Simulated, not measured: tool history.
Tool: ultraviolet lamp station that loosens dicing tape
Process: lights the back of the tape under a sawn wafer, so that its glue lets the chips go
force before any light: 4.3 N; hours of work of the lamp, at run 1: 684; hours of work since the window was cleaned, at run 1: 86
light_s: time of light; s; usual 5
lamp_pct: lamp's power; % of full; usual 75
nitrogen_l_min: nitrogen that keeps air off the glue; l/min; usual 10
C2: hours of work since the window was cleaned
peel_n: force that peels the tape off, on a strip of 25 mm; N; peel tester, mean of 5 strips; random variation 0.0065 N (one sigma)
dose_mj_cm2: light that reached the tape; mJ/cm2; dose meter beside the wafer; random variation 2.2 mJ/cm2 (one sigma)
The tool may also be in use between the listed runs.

{"run": 1, "hour": 0.0, "light_s": 5, "lamp_pct": 75, "nitrogen_l_min": 10, "hours of work of the lamp": 684, "C2": 86, "peel_n": 0.306, "dose_mj_cm2": 140}
{"run": 2, "hour": 43.3, "light_s": 5, "lamp_pct": 75, "nitrogen_l_min": 10, "hours of work of the lamp": 706, "C2": 108, "peel_n": 0.32, "dose_mj_cm2": 135}
{"run": 3, "hour": 90.0, "light_s": 5, "lamp_pct": 75, "nitrogen_l_min": 10, "hours of work of the lamp": 730, "C2": 132, "peel_n": 0.319, "dose_mj_cm2": 135}
{"run": 4, "hour": 132.1, "light_s": 5, "lamp_pct": 75, "nitrogen_l_min": 10, "hours of work of the lamp": 751, "C2": 154, "peel_n": 0.333, "dose_mj_cm2": 129}
{"run": 5, "hour": 179.9, "light_s": 5, "lamp_pct": 75, "nitrogen_l_min": 10, "hours of work of the lamp": 776, "C2": 178, "peel_n": 0.355, "dose_mj_cm2": 128}
{"run": 6, "hour": 215.2, "light_s": 5, "lamp_pct": 75, "nitrogen_l_min": 7, "hours of work of the lamp": 794, "C2": 197, "peel_n": 0.451, "dose_mj_cm2": 128}
{"run": 7, "hour": 248.6, "light_s": 5, "lamp_pct": 75, "nitrogen_l_min": 7, "hours of work of the lamp": 811, "C2": 214, "peel_n": 0.473, "dose_mj_cm2": 123}
{"run": 8, "hour": 273.3, "light_s": 5, "lamp_pct": 75, "nitrogen_l_min": 7, "hours of work of the lamp": 824, "C2": 226, "peel_n": 0.474, "dose_mj_cm2": 121}
{"run": 9, "hour": 307.9, "light_s": 5, "lamp_pct": 61, "nitrogen_l_min": 10, "hours of work of the lamp": 842, "C2": 244, "peel_n": 0.53, "dose_mj_cm2": 100}
{"run": 10, "hour": 341.7, "light_s": 5, "lamp_pct": 61, "nitrogen_l_min": 10, "hours of work of the lamp": 859, "C2": 262, "peel_n": 0.524, "dose_mj_cm2": 101}
{"run": 11, "hour": 381.3, "light_s": 5, "lamp_pct": 61, "nitrogen_l_min": 10, "hours of work of the lamp": 879, "C2": 282, "peel_n": 0.545, "dose_mj_cm2": 93}
{"hour": 385.3, "done": "window cleaned of glue's vapour"}
{"run": 12, "hour": 413.6, "light_s": 5, "lamp_pct": 61, "nitrogen_l_min": 10, "hours of work of the lamp": 896, "C2": 15, "peel_n": 0.525, "dose_mj_cm2": 103}
{"hour": 440.1, "done": "lamp changed"}
{"run": 13, "hour": 443.4, "light_s": 5, "lamp_pct": 61, "nitrogen_l_min": 10, "hours of work of the lamp": 2, "C2": 29, "peel_n": 0.277, "dose_mj_cm2": 156}
{"run": 14, "hour": 470.0, "light_s": 5, "lamp_pct": 61, "nitrogen_l_min": 10, "hours of work of the lamp": 15, "C2": 43, "peel_n": 0.279, "dose_mj_cm2": 151}
{"run": 15, "hour": 502.4, "light_s": 5, "lamp_pct": 77, "nitrogen_l_min": 10, "hours of work of the lamp": 32, "C2": 60, "peel_n": 0.215, "dose_mj_cm2": 188}
{"run": 16, "hour": 548.9, "light_s": 5, "lamp_pct": 77, "nitrogen_l_min": 10, "hours of work of the lamp": 56, "C2": 84, "peel_n": 0.214, "dose_mj_cm2": 184}
{"run": 17, "hour": 592.7, "light_s": 5, "lamp_pct": 97, "nitrogen_l_min": 10, "hours of work of the lamp": 78, "C2": 106, "peel_n": 0.184, "dose_mj_cm2": 233}
{"run": 18, "hour": 633.9, "light_s": 5, "lamp_pct": 94, "nitrogen_l_min": 10, "hours of work of the lamp": 100, "C2": 127, "peel_n": 0.184, "dose_mj_cm2": 220}
{"run": 19, "hour": 671.9, "light_s": 5, "lamp_pct": 94, "nitrogen_l_min": 10, "hours of work of the lamp": 119, "C2": 147, "peel_n": 0.181, "dose_mj_cm2": 217}
{"run": 20, "hour": 710.2, "light_s": 5, "lamp_pct": 94, "nitrogen_l_min": 10, "hours of work of the lamp": 139, "C2": 166, "peel_n": 0.18, "dose_mj_cm2": 214}
{"run": 21, "hour": 758.7, "light_s": 5, "lamp_pct": 72, "nitrogen_l_min": 10, "hours of work of the lamp": 164, "C2": 191, "peel_n": 0.248, "dose_mj_cm2": 164}
{"run": 22, "hour": 786.9, "light_s": 5, "lamp_pct": 75, "nitrogen_l_min": 10, "hours of work of the lamp": 178, "C2": 206, "peel_n": 0.241, "dose_mj_cm2": 166}
{"run": 23, "hour": 831.0, "light_s": 5, "lamp_pct": 75, "nitrogen_l_min": 10, "hours of work of the lamp": 201, "C2": 228, "peel_n": 0.227, "dose_mj_cm2": 168}
{"run": 24, "hour": 879.0, "light_s": 5, "lamp_pct": 75, "nitrogen_l_min": 10, "hours of work of the lamp": 225, "C2": 253, "peel_n": 0.252, "dose_mj_cm2": 164}
{"run": 25, "hour": 922.7, "light_s": 4, "lamp_pct": 92, "nitrogen_l_min": 5, "hours of work of the lamp": 248, "C2": 276, "peel_n": 0.402, "dose_mj_cm2": 160}
{"hour": 942.9, "done": "window cleaned of glue's vapour"}
{"run": 26, "hour": 956.1, "light_s": 4, "lamp_pct": 92, "nitrogen_l_min": 5, "hours of work of the lamp": 265, "C2": 7, "peel_n": 0.381, "dose_mj_cm2": 165}
{"run": 27, "hour": 1001.8, "light_s": 2, "lamp_pct": 90, "nitrogen_l_min": 3, "hours of work of the lamp": 288, "C2": 30, "peel_n": 1.438, "dose_mj_cm2": 81}
{"run": 28, "hour": 1041.0, "light_s": 2, "lamp_pct": 90, "nitrogen_l_min": 3, "hours of work of the lamp": 308, "C2": 50, "peel_n": 1.44, "dose_mj_cm2": 82}
{"run": 29, "hour": 1073.7, "light_s": 8, "lamp_pct": 95, "nitrogen_l_min": 4, "hours of work of the lamp": 325, "C2": 67, "peel_n": 0.183, "dose_mj_cm2": 334}
{"run": 30, "hour": 1107.8, "light_s": 8, "lamp_pct": 95, "nitrogen_l_min": 11, "hours of work of the lamp": 343, "C2": 85, "peel_n": 0.17, "dose_mj_cm2": 333}
{"run": 31, "hour": 1140.4, "light_s": 7, "lamp_pct": 76, "nitrogen_l_min": 11, "hours of work of the lamp": 359, "C2": 101, "peel_n": 0.182, "dose_mj_cm2": 228}
{"run": 32, "hour": 1165.3, "light_s": 8, "lamp_pct": 74, "nitrogen_l_min": 5, "hours of work of the lamp": 372, "C2": 114, "peel_n": 0.215, "dose_mj_cm2": 247}
{"run": 33, "hour": 1201.2, "light_s": 5, "lamp_pct": 75, "nitrogen_l_min": 10, "hours of work of the lamp": 391, "C2": 133, "peel_n": 0.263, "dose_mj_cm2": 153}
{"run": 34, "hour": 1251.9, "light_s": 5, "lamp_pct": 75, "nitrogen_l_min": 10, "hours of work of the lamp": 417, "C2": 159, "peel_n": 0.264, "dose_mj_cm2": 157}
{"run": 35, "hour": 1286.0, "light_s": 3, "lamp_pct": 95, "nitrogen_l_min": 14, "hours of work of the lamp": 434, "C2": 176, "peel_n": 0.329, "dose_mj_cm2": 113}
{"run": 36, "hour": 1313.6, "light_s": 3, "lamp_pct": 95, "nitrogen_l_min": 14, "hours of work of the lamp": 448, "C2": 190, "peel_n": 0.331, "dose_mj_cm2": 116}
{"run": 37, "hour": 1353.9, "light_s": 2, "lamp_pct": 87, "nitrogen_l_min": 10, "hours of work of the lamp": 469, "C2": 211, "peel_n": 0.936, "dose_mj_cm2": 71}
{"run": 38, "hour": 1402.2, "light_s": 5, "lamp_pct": 99, "nitrogen_l_min": 10, "hours of work of the lamp": 494, "C2": 236, "peel_n": 0.21, "dose_mj_cm2": 196}
{"run": 39, "hour": 1425.1, "light_s": 4, "lamp_pct": 82, "nitrogen_l_min": 13, "hours of work of the lamp": 506, "C2": 248, "peel_n": 0.317, "dose_mj_cm2": 126}
{"run": 40, "hour": 1462.9, "light_s": 4, "lamp_pct": 82, "nitrogen_l_min": 13, "hours of work of the lamp": 525, "C2": 267, "peel_n": 0.311, "dose_mj_cm2": 127}
{"run": 41, "hour": 1492.3, "light_s": 4, "lamp_pct": 82, "nitrogen_l_min": 13, "hours of work of the lamp": 540, "C2": 282, "peel_n": 0.319, "dose_mj_cm2": 126}
{"hour": 1497.5, "done": "window cleaned of glue's vapour"}
{"run": 42, "hour": 1534.1, "light_s": 5, "lamp_pct": 75, "nitrogen_l_min": 4, "hours of work of the lamp": 561, "C2": 19, "peel_n": 0.536, "dose_mj_cm2": 151}
{"run": 43, "hour": 1559.3, "light_s": 9, "lamp_pct": 90, "nitrogen_l_min": 6, "hours of work of the lamp": 574, "C2": 32, "peel_n": 0.182, "dose_mj_cm2": 320}

Hidden state at the last listed run before each entry between runs and at the first one after, where it differs:
Between runs 11 and 12: window cleaned of glue's vapour (hour 385.3)
  lamp's light, % of a new lamp's: 67.3 -> 66.8; light that the window lets through, % of a clean one's: 94.6 -> 99.4
  measured less the result without the state, peel_n: +0.277 -> +0.254 N; dose_mj_cm2: -56 -> -52 mJ/cm2
Between runs 12 and 13: lamp changed (hour 440.1)
  lamp's light, % of a new lamp's: 66.8 -> 99.8; light that the window lets through, % of a clean one's: 99.4 -> 99.1
  measured less the result without the state, peel_n: +0.254 -> +0.004 N; dose_mj_cm2: -52 -> -2 mJ/cm2
Between runs 25 and 26: window cleaned of glue's vapour (hour 942.9)
  lamp's light, % of a new lamp's: 91 -> 90.4; light that the window lets through, % of a clean one's: 94.4 -> 99.6
  measured less the result without the state, peel_n: +0.087 -> +0.057 N; dose_mj_cm2: -25 -> -18 mJ/cm2
Between runs 41 and 42: window cleaned of glue's vapour (hour 1497.5)
  lamp's light, % of a new lamp's: 80.4 -> 79.6; light that the window lets through, % of a clean one's: 94.2 -> 99.5
  measured less the result without the state, peel_n: +0.096 -> +0.168 N; dose_mj_cm2: -40 -> -39 mJ/cm2

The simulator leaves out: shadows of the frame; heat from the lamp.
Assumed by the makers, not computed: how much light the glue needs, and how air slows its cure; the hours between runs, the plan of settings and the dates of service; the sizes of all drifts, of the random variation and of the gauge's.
